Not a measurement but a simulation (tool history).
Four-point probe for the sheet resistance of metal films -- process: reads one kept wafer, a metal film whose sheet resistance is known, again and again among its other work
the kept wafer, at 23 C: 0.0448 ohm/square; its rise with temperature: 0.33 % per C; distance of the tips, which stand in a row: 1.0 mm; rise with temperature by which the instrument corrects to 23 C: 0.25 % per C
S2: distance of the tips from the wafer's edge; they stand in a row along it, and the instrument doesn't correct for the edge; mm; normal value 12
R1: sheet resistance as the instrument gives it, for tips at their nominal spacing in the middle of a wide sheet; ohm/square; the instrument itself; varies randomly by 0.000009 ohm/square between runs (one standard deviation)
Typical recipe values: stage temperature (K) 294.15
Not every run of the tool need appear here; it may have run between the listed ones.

Run 1, hour 0.0: usual settings. Result: R1 0.044969 ohm/square.
Run 2, hour 30.6: usual settings. Result: R1 0.044975 ohm/square.
Run 3, hour 43.6: usual settings. Result: R1 0.044972 ohm/square.
Run 4, hour 61.2: usual settings. Result: R1 0.044971 ohm/square.
Run 5, hour 85.3: usual settings but S2 3 mm. Result: R1 0.047321 ohm/square.
Run 6, hour 114.0: usual settings but S2 3 mm. Result: R1 0.047307 ohm/square.
Run 7, hour 142.5: usual settings but S2 3 mm. Result: R1 0.047317 ohm/square.
Run 8, hour 158.0: usual settings but S2 3 mm. Result: R1 0.047345 ohm/square.
Run 9, hour 188.0: usual settings but stage temperature (K) 296.15. Result: R1 0.045052 ohm/square.
Run 10, hour 206.1: usual settings but stage temperature (K) 296.15. Result: R1 0.045049 ohm/square.
Run 11, hour 222.9: usual settings but stage temperature (K) 299.15, S2 11 mm. Result: R1 0.045197 ohm/square.
Run 12, hour 240.6: usual settings but stage temperature (K) 298.15. Result: R1 0.045131 ohm/square.
At hour 244.0: stage's thermometer calibrated.
Run 13, hour 257.3: usual settings but stage temperature (K) 295.15, S2 39 mm. Result: R1 0.044856 ohm/square.
Run 14, hour 273.7: usual settings but stage temperature (K) 304.15, S2 66 mm. Result: R1 0.045163 ohm/square.
Run 15, hour 292.0: usual settings but stage temperature (K) 304.15, S2 66 mm. Result: R1 0.045182 ohm/square.
Run 16, hour 312.3: usual settings but stage temperature (K) 304.15, S2 66 mm. Result: R1 0.045178 ohm/square.
Run 17, hour 340.9: usual settings but stage temperature (K) 304.15, S2 66 mm. Result: R1 0.045181 ohm/square.

Forecast run 18:
Run 18, hour 363.2: usual settings but S2 6 mm. Result: R1 ?.

{"run 18": {"R1": 0.045476}}
With no hidden state in the tool, this same run would have given R1 0.045397 ohm/square.

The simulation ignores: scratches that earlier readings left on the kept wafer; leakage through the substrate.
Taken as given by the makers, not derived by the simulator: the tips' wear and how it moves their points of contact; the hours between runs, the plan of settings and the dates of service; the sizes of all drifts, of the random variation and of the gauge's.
